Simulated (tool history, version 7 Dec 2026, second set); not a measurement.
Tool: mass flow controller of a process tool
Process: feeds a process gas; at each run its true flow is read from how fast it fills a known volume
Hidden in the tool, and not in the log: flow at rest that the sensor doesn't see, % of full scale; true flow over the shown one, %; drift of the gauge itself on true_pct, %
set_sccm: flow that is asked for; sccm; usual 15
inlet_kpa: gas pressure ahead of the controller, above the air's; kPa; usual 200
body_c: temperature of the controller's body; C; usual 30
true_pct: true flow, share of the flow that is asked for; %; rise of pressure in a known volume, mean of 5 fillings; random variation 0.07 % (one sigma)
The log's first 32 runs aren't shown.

run      day  set_sccm  inlet_kpa  body_c  hours of work since the controller was set to zero  hours of work since the controller was changed  true_pct
 33  150.221        15        210      21                                                3194                                            3194     97.86
 34  155.792        31        200      36                                                3247                                            3247     98.41
 35  159.729        31        200      36                                                3285                                            3285     98.32
 36  165.183        18        144      37                                                3337                                            3337     97.69
 37  168.804        18        144      37                                                3372                                            3372     97.62
 38  173.854        33        235      35                                                3421                                            3421     98.37
 39  179.171        14        159      28                                                3472                                            3472     97.79
 40  183.938        21        205      32                                                3517                                            3517     97.93
 41  191.112        21        205      32                                                3586                                            3586     97.85
 42  197.871        10        201      33                                                3651                                            3651     97.09
 43    201.8         6        175      30                                                3689                                            3689     97.03
 44  205.083        15        268      22                                                3720                                            3720     97.45
 45  210.246         8        248      38                                                3770                                            3770     96.51
 46  213.917        20        245      21                                                3805                                            3805     98.08
 47  217.592        20        245      21                                                3841                                            3841     97.96
 48  224.442        23        199      30                                                3906                                            3906     98.09

5 ways to go on from here, each from the tool as it stands after run 48. What would each give?
  A  230.117        29        207      26                                                3961                                            3961         ?
  B  230.117        23        238      35                                                3961                                            3961         ?
  C  230.117         6        177      25                                                3961                                            3961         ?
  D  230.117        23        198      30                                                3961                                            3961         ?
  E  230.117         9        187      40                                                3961                                            3961         ?

run  true_pct
  A     98.47
  B     97.62
  C     97.12
  D     98.05
  E     96.71
Without the tool's hidden state the same runs would have given:
run  true_pct
  A     98.47
  B     97.63
  C     97.19
  D     98.06
  E     96.75
